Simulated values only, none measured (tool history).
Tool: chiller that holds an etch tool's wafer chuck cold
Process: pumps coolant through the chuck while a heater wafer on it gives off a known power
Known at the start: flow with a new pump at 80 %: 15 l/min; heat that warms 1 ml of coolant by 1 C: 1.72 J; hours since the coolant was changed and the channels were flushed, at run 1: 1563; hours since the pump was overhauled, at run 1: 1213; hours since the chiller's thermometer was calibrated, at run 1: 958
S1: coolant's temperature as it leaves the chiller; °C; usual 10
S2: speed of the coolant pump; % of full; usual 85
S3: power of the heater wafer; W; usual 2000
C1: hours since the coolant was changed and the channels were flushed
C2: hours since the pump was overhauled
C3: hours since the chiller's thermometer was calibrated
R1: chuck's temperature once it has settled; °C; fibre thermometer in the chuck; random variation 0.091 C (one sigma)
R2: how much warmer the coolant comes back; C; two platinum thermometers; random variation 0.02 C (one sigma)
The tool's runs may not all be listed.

Run 1, day 0.000: usual settings; C1 1563; C2 1213; C3 958. Result: R1 21.79 °C, R2 4.42 C.
Run 2, day 0.650: usual settings but S1 19 °C; C1 1578; C2 1228; C3 974. Result: R1 30.79 °C, R2 4.42 C.
Run 3, day 1.308: usual settings but S1 19 °C; C1 1594; C2 1244; C3 990. Result: R1 30.77 °C, R2 4.44 C.
Run 4, day 2.617: usual settings but S1 19 °C; C1 1625; C2 1275; C3 1021. Result: R1 30.75 °C, R2 4.37 C.
Run 5, day 3.504: usual settings but S1 15 °C; C1 1647; C2 1297; C3 1042. Result: R1 26.80 °C, R2 4.45 C.
Run 6, day 4.188: usual settings but S1 15 °C; C1 1663; C2 1313; C3 1059. Result: R1 26.75 °C, R2 4.44 C.
Run 7, day 4.842: usual settings; C1 1679; C2 1329; C3 1074. Result: R1 21.86 °C, R2 4.47 C.
Run 8, day 6.117: usual settings; C1 1709; C2 1359; C3 1105. Result: R1 21.75 °C, R2 4.42 C.
Run 9, day 7.104: usual settings; C1 1733; C2 1383; C3 1129. Result: R1 21.86 °C, R2 4.41 C.
Run 10, day 7.800: usual settings but S1 16 °C; C1 1750; C2 1400; C3 1146. Result: R1 27.78 °C, R2 4.44 C.
Run 11, day 8.579: usual settings but S1 16 °C, S2 82 % of full; C1 1768; C2 1419; C3 1164. Result: R1 28.10 °C, R2 4.59 C.
Run 12, day 9.904: usual settings; C1 1800; C2 1450; C3 1196. Result: R1 21.86 °C, R2 4.44 C.
Run 13, day 10.979: usual settings; C1 1826; C2 1476; C3 1222. Result: R1 21.90 °C, R2 4.44 C.
Run 14, day 11.896: usual settings but S1 3 °C; C1 1848; C2 1498; C3 1244. Result: R1 14.72 °C, R2 4.43 C.
Run 15, day 12.821: usual settings but S1 3 °C; C1 1870; C2 1520; C3 1266. Result: R1 14.92 °C, R2 4.46 C.
At day 13.121: coolant pump overhauled.
Run 16, day 14.221: usual settings but S1 3 °C; C1 1899; C2 26; C3 1295. Result: R1 14.82 °C, R2 4.43 C.
Run 17, day 15.054: usual settings but S1 4 °C, S2 88 % of full, S3 1049 W; C1 1919; C2 46; C3 1315. Result: R1 10.08 °C, R2 2.26 C.
Run 18, day 16.333: usual settings but S1 3 °C, S2 66 % of full, S3 1155 W; C1 1950; C2 77; C3 1345. Result: R1 10.99 °C, R2 3.30 C.
Run 19, day 17.712: usual settings but S1 3 °C, S2 66 % of full, S3 1155 W; C1 1983; C2 110; C3 1378. Result: R1 11.03 °C, R2 3.31 C.
At day 18.462: coolant pump overhauled, once more.
Run 20, day 18.821: usual settings but S1 1 °C, S2 64 % of full, S3 2897 W; C1 2004; C2 9; C3 1400. Result: R1 21.21 °C, R2 8.41 C.
Run 21, day 19.988: usual settings but S1 1 °C, S2 64 % of full, S3 2897 W; C1 2032; C2 37; C3 1428. Result: R1 21.20 °C, R2 8.35 C.
Run 22, day 20.725: usual settings but S1 15 °C, S2 64 % of full, S3 1554 W; C1 2050; C2 54; C3 1446. Result: R1 25.76 °C, R2 4.54 C.

Run 23 comes next. What will it give?
Run 23, day 21.471: usual settings but S1 15 °C, S2 64 % of full, S3 1554 W; C1 2068; C2 72; C3 1464. Result: R1 ?, R2 ?.

R1: 25.84 °C
R2: 4.48 C
Without the tool's hidden state the same run would have given R1 25.67 °C, R2 4.49 C.
